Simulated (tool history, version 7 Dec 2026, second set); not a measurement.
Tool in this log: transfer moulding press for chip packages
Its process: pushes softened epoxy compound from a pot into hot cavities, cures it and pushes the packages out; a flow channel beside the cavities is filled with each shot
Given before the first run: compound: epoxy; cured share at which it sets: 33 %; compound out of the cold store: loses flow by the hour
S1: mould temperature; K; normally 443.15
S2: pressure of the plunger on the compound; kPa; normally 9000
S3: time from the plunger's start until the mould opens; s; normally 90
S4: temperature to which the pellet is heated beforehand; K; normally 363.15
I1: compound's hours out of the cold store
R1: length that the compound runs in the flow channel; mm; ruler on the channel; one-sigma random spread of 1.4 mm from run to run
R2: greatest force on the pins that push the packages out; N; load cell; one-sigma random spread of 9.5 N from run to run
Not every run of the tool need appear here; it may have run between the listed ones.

{"run": 1, "hour": 0.0, "S1": 443.15, "S2": 9000, "S3": 90, "S4": 363.15, "I1": 32.1, "R1": 512, "R2": 428}
{"hour": 39.1, "done": "cavities cleaned with cleaning compound and waxed"}
{"hour": 50.6, "done": "plunger's sealing rings changed"}
{"run": 2, "hour": 77.2, "S1": 443.15, "S2": 9000, "S3": 90, "S4": 363.15, "I1": 28.1, "R1": 518, "R2": 439}
{"hour": 88.9, "done": "cavities cleaned with cleaning compound and waxed"}
{"run": 3, "hour": 120.6, "S1": 443.15, "S2": 9000, "S3": 90, "S4": 363.15, "I1": 9, "R1": 547, "R2": 434}
{"hour": 137.2, "done": "cavities cleaned with cleaning compound and waxed"}
{"hour": 184.1, "done": "cavities cleaned with cleaning compound and waxed"}
{"run": 4, "hour": 184.1, "S1": 443.15, "S2": 9000, "S3": 90, "S4": 363.15, "I1": 22.3, "R1": 530, "R2": 415}
{"hour": 233.1, "done": "cavities cleaned with cleaning compound and waxed"}
{"run": 5, "hour": 241.4, "S1": 443.15, "S2": 9000, "S3": 90, "S4": 363.15, "I1": 21.1, "R1": 528, "R2": 417}
{"hour": 279.2, "done": "cavities cleaned with cleaning compound and waxed"}
{"run": 6, "hour": 302.7, "S1": 443.15, "S2": 9000, "S3": 90, "S4": 363.15, "I1": 37.4, "R1": 502, "R2": 423}
{"hour": 328.5, "done": "cavities cleaned with cleaning compound and waxed"}
{"hour": 334.4, "done": "mould's thermocouples calibrated"}
{"run": 7, "hour": 360.7, "S1": 443.15, "S2": 9000, "S3": 90, "S4": 363.15, "I1": 38.4, "R1": 502, "R2": 430}
{"hour": 377.9, "done": "cavities cleaned with cleaning compound and waxed"}
{"hour": 426.6, "done": "cavities cleaned with cleaning compound and waxed"}
{"run": 8, "hour": 431.0, "S1": 437.15, "S2": 9000, "S3": 90, "S4": 363.15, "I1": 41.3, "R1": 512, "R2": 550}
{"hour": 459.4, "done": "plunger's sealing rings changed"}
{"hour": 478.9, "done": "cavities cleaned with cleaning compound and waxed"}
{"run": 9, "hour": 501.8, "S1": 443.15, "S2": 9190, "S3": 90, "S4": 363.15, "I1": 35, "R1": 512, "R2": 436}
{"hour": 528.6, "done": "cavities cleaned with cleaning compound and waxed"}
{"hour": 576.2, "done": "cavities cleaned with cleaning compound and waxed"}
{"run": 10, "hour": 583.9, "S1": 443.15, "S2": 9190, "S3": 90, "S4": 363.15, "I1": 36.7, "R1": 511, "R2": 429}
{"hour": 622.3, "done": "cavities cleaned with cleaning compound and waxed"}
{"run": 11, "hour": 636.9, "S1": 443.15, "S2": 9190, "S3": 90, "S4": 363.15, "I1": 12.8, "R1": 550, "R2": 423}
{"hour": 670.7, "done": "cavities cleaned with cleaning compound and waxed"}
{"run": 12, "hour": 682.7, "S1": 443.15, "S2": 9000, "S3": 90, "S4": 363.15, "I1": 22.8, "R1": 528, "R2": 416}
{"hour": 723.3, "done": "cavities cleaned with cleaning compound and waxed"}
{"run": 13, "hour": 723.3, "S1": 443.15, "S2": 9000, "S3": 90, "S4": 363.15, "I1": 36.4, "R1": 504, "R2": 433}
{"hour": 769.6, "done": "cavities cleaned with cleaning compound and waxed"}
{"run": 14, "hour": 782.9, "S1": 443.15, "S2": 9000, "S3": 73, "S4": 363.15, "I1": 12.4, "R1": 544, "R2": 619}
{"hour": 816.3, "done": "cavities cleaned with cleaning compound and waxed"}
{"run": 15, "hour": 845.1, "S1": 447.15, "S2": 9000, "S3": 73, "S4": 368.15, "I1": 28.3, "R1": 508, "R2": 476}
{"hour": 867.0, "done": "plunger's sealing rings changed"}
{"hour": 868.5, "done": "cavities cleaned with cleaning compound and waxed"}
{"hour": 886.6, "done": "mould's thermocouples calibrated"}
{"run": 16, "hour": 906.5, "S1": 442.15, "S2": 10970, "S3": 90, "S4": 363.15, "I1": 41.2, "R1": 551, "R2": 434}
{"hour": 920.8, "done": "cavities cleaned with cleaning compound and waxed"}
{"hour": 968.5, "done": "cavities cleaned with cleaning compound and waxed"}
{"run": 17, "hour": 988.1, "S1": 442.15, "S2": 9280, "S3": 91, "S4": 363.15, "I1": 19.7, "R1": 542, "R2": 444}
{"hour": 1021.2, "done": "cavities cleaned with cleaning compound and waxed"}
{"run": 18, "hour": 1029.1, "S1": 444.15, "S2": 8640, "S3": 111, "S4": 368.15, "I1": 30.6, "R1": 502, "R2": 369}
{"hour": 1068.3, "done": "cavities cleaned with cleaning compound and waxed"}
{"run": 19, "hour": 1088.6, "S1": 447.15, "S2": 8370, "S3": 89, "S4": 358.15, "I1": 39.1, "R1": 474, "R2": 395}
{"hour": 1120.2, "done": "cavities cleaned with cleaning compound and waxed"}
{"run": 20, "hour": 1157.1, "S1": 438.15, "S2": 9050, "S3": 96, "S4": 355.15, "I1": 27.6, "R1": 534, "R2": 494}
{"hour": 1166.2, "done": "cavities cleaned with cleaning compound and waxed"}
{"hour": 1216.9, "done": "cavities cleaned with cleaning compound and waxed"}
{"run": 21, "hour": 1229.3, "S1": 443.15, "S2": 9000, "S3": 90, "S4": 363.15, "I1": 20.8, "R1": 527, "R2": 437}
{"hour": 1264.4, "done": "cavities cleaned with cleaning compound and waxed"}
{"run": 22, "hour": 1271.4, "S1": 443.15, "S2": 9000, "S3": 117, "S4": 371.15, "I1": 9.3, "R1": 546, "R2": 368}
{"hour": 1279.9, "done": "plunger's sealing rings changed"}
{"hour": 1312.9, "done": "cavities cleaned with cleaning compound and waxed"}
{"run": 23, "hour": 1336.0, "S1": 443.15, "S2": 9000, "S3": 99, "S4": 370.15, "I1": 28.5, "R1": 519, "R2": 399}
{"hour": 1360.0, "done": "cavities cleaned with cleaning compound and waxed"}
{"run": 24, "hour": 1388.7, "S1": 443.15, "S2": 9790, "S3": 102, "S4": 370.15, "I1": 34.1, "R1": 529, "R2": 389}
{"hour": 1409.3, "done": "cavities cleaned with cleaning compound and waxed"}
{"run": 25, "hour": 1425.8, "S1": 443.15, "S2": 9000, "S3": 90, "S4": 369.15, "I1": 8.4, "R1": 550, "R2": 434}

Consider 4 possible next runs. They are alternatives, not a sequence: every one starts from the tool as it was left by run 25. What does each give?
{"hour": 1434.6, "done": "mould's thermocouples calibrated"}
{"hour": 1457.6, "done": "cavities cleaned with cleaning compound and waxed"}
{"run": "A", "hour": 1489.0, "S1": 443.15, "S2": 9000, "S3": 90, "S4": 354.15, "I1": 36.1, "R1": "?", "R2": "?"}
{"hour": 1434.6, "done": "mould's thermocouples calibrated"}
{"hour": 1457.6, "done": "cavities cleaned with cleaning compound and waxed"}
{"run": "B", "hour": 1489.0, "S1": 443.15, "S2": 9000, "S3": 90, "S4": 371.15, "I1": 8.9, "R1": "?", "R2": "?"}
{"hour": 1434.6, "done": "mould's thermocouples calibrated"}
{"hour": 1457.6, "done": "cavities cleaned with cleaning compound and waxed"}
{"run": "C", "hour": 1489.0, "S1": 443.15, "S2": 7270, "S3": 90, "S4": 363.15, "I1": 33.4, "R1": "?", "R2": "?"}
{"hour": 1434.6, "done": "mould's thermocouples calibrated"}
{"hour": 1457.6, "done": "cavities cleaned with cleaning compound and waxed"}
{"run": "D", "hour": 1489.0, "S1": 435.15, "S2": 9000, "S3": 74, "S4": 363.15, "I1": 27.9, "R1": "?", "R2": "?"}

run=A R1=507 R2=427
run=B R1=548 R2=436
run=C R1=460 R2=428
run=D R1=539 R2=1055
Had the tool no hidden state, the same runs would have come out as:
run=A R1=507 R2=423
run=B R1=548 R2=432
run=C R1=460 R2=424
run=D R1=539 R2=1045
